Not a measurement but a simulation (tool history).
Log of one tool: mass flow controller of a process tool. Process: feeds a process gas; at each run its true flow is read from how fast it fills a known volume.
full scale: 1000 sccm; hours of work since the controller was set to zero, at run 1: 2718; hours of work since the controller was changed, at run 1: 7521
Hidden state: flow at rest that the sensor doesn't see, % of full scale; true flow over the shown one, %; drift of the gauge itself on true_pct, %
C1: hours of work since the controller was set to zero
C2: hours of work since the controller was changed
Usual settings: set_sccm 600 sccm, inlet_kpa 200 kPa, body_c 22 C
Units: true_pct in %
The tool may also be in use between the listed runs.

run 1 day=0.000 | set_sccm=600 inlet_kpa=200 body_c=22 | C1=2718 C2=7521 | true_pct=100.78
run 2 day=5.738 | set_sccm=600 inlet_kpa=200 body_c=22 | C1=2808 C2=7611 | true_pct=100.69
run 3 day=18.496 | set_sccm=600 inlet_kpa=200 body_c=22 | C1=3008 C2=7811 | true_pct=100.80
run 4 day=31.667 | set_sccm=600 inlet_kpa=200 body_c=22 | C1=3214 C2=8017 | true_pct=100.74
run 5 day=37.983 | set_sccm=600 inlet_kpa=200 body_c=22 | C1=3313 C2=8116 | true_pct=100.63
run 6 day=44.529 | set_sccm=600 inlet_kpa=200 body_c=38 | C1=3415 C2=8219 | true_pct=98.88
run 7 day=58.238 | set_sccm=600 inlet_kpa=200 body_c=38 | C1=3630 C2=8433 | true_pct=98.81
run 8 day=69.771 | set_sccm=600 inlet_kpa=200 body_c=22 | C1=3811 C2=8614 | true_pct=100.63
run 9 day=79.354 | set_sccm=600 inlet_kpa=200 body_c=22 | C1=3961 C2=8764 | true_pct=100.57
run 10 day=86.154 | set_sccm=107 inlet_kpa=200 body_c=22 | C1=4068 C2=8871 | true_pct=94.28
-- day=88.762 controller exchanged for a calibrated one
run 11 day=92.604 | set_sccm=107 inlet_kpa=200 body_c=22 | C1=60 C2=60 | true_pct=98.61
run 12 day=99.650 | set_sccm=600 inlet_kpa=200 body_c=22 | C1=171 C2=171 | true_pct=99.84
run 13 day=108.088 | set_sccm=600 inlet_kpa=200 body_c=32 | C1=303 C2=303 | true_pct=98.67
run 14 day=114.242 | set_sccm=600 inlet_kpa=200 body_c=32 | C1=399 C2=399 | true_pct=98.70
run 15 day=120.104 | set_sccm=600 inlet_kpa=200 body_c=22 | C1=491 C2=491 | true_pct=99.78
run 16 day=130.521 | set_sccm=600 inlet_kpa=200 body_c=22 | C1=654 C2=654 | true_pct=99.92
run 17 day=140.338 | set_sccm=600 inlet_kpa=275 body_c=22 | C1=808 C2=808 | true_pct=100.02
run 18 day=149.258 | set_sccm=600 inlet_kpa=256 body_c=22 | C1=948 C2=948 | true_pct=100.08
run 19 day=161.258 | set_sccm=600 inlet_kpa=256 body_c=22 | C1=1136 C2=1136 | true_pct=99.99
run 20 day=171.142 | set_sccm=600 inlet_kpa=256 body_c=26 | C1=1291 C2=1291 | true_pct=99.50
run 21 day=177.633 | set_sccm=600 inlet_kpa=256 body_c=26 | C1=1392 C2=1392 | true_pct=99.47
run 22 day=190.821 | set_sccm=514 inlet_kpa=200 body_c=22 | C1=1599 C2=1599 | true_pct=99.52
run 23 day=203.496 | set_sccm=514 inlet_kpa=200 body_c=22 | C1=1798 C2=1798 | true_pct=99.46
run 24 day=213.254 | set_sccm=514 inlet_kpa=171 body_c=22 | C1=1950 C2=1950 | true_pct=99.32
run 25 day=218.904 | set_sccm=514 inlet_kpa=171 body_c=22 | C1=2039 C2=2039 | true_pct=99.47
run 26 day=224.454 | set_sccm=274 inlet_kpa=180 body_c=22 | C1=2126 C2=2126 | true_pct=98.48
run 27 day=237.896 | set_sccm=237 inlet_kpa=200 body_c=22 | C1=2337 C2=2337 | true_pct=98.08
run 28 day=250.562 | set_sccm=325 inlet_kpa=149 body_c=22 | C1=2535 C2=2535 | true_pct=98.61
run 29 day=260.496 | set_sccm=297 inlet_kpa=200 body_c=21 | C1=2691 C2=2691 | true_pct=98.58
run 30 day=267.521 | set_sccm=600 inlet_kpa=157 body_c=22 | C1=2801 C2=2801 | true_pct=99.65
run 31 day=276.367 | set_sccm=600 inlet_kpa=157 body_c=22 | C1=2939 C2=2939 | true_pct=99.73
run 32 day=282.062 | set_sccm=600 inlet_kpa=157 body_c=22 | C1=3028 C2=3028 | true_pct=99.75
run 33 day=289.175 | set_sccm=600 inlet_kpa=157 body_c=22 | C1=3140 C2=3140 | true_pct=99.81
run 34 day=296.075 | set_sccm=186 inlet_kpa=157 body_c=22 | C1=3248 C2=3248 | true_pct=96.76
run 35 day=304.967 | set_sccm=310 inlet_kpa=157 body_c=28 | C1=3387 C2=3387 | true_pct=97.54
run 36 day=312.750 | set_sccm=310 inlet_kpa=157 body_c=28 | C1=3509 C2=3509 | true_pct=97.55
run 37 day=319.312 | set_sccm=310 inlet_kpa=157 body_c=24 | C1=3612 C2=3612 | true_pct=97.98
run 38 day=332.367 | set_sccm=310 inlet_kpa=157 body_c=24 | C1=3817 C2=3817 | true_pct=97.85
run 39 day=340.317 | set_sccm=192 inlet_kpa=200 body_c=24 | C1=3941 C2=3941 | true_pct=96.47
run 40 day=345.954 | set_sccm=192 inlet_kpa=200 body_c=24 | C1=4029 C2=4029 | true_pct=96.30
run 41 day=356.608 | set_sccm=345 inlet_kpa=248 body_c=28 | C1=4196 C2=4196 | true_pct=97.88
run 42 day=370.221 | set_sccm=612 inlet_kpa=188 body_c=28 | C1=4410 C2=4410 | true_pct=99.02
run 43 day=383.650 | set_sccm=600 inlet_kpa=180 body_c=22 | C1=4620 C2=4620 | true_pct=99.70
-- day=394.483 controller's zero set anew
run 44 day=395.179 | set_sccm=600 inlet_kpa=156 body_c=39 | C1=11 C2=4800 | true_pct=99.04
run 45 day=404.883 | set_sccm=817 inlet_kpa=200 body_c=33 | C1=163 C2=4952 | true_pct=100.16
run 46 day=411.304 | set_sccm=250 inlet_kpa=200 body_c=22 | C1=263 C2=5053 | true_pct=100.32
run 47 day=417.454 | set_sccm=154 inlet_kpa=234 body_c=21 | C1=360 C2=5149 | true_pct=100.19
run 48 day=423.017 | set_sccm=154 inlet_kpa=234 body_c=21 | C1=447 C2=5236 | true_pct=99.94

Hidden state at the last listed run before each entry between runs and at the first one after, where it differs:
Between runs 10 and 11: controller exchanged for a calibrated one (day 88.762)
  flow at rest that the sensor doesn't see, % of full scale: -0.715 -> -0.049; true flow over the shown one, %: 2.17 -> 0.22
  measured less the result without the state, true_pct: -4.52 -> -0.24 %
Between runs 43 and 44: controller's zero set anew (day 394.483)
  flow at rest that the sensor doesn't see, % of full scale: -0.809 -> -0.037; true flow over the shown one, %: 1.41 -> 1.46
  measured less the result without the state, true_pct: +0.06 -> +1.40 %

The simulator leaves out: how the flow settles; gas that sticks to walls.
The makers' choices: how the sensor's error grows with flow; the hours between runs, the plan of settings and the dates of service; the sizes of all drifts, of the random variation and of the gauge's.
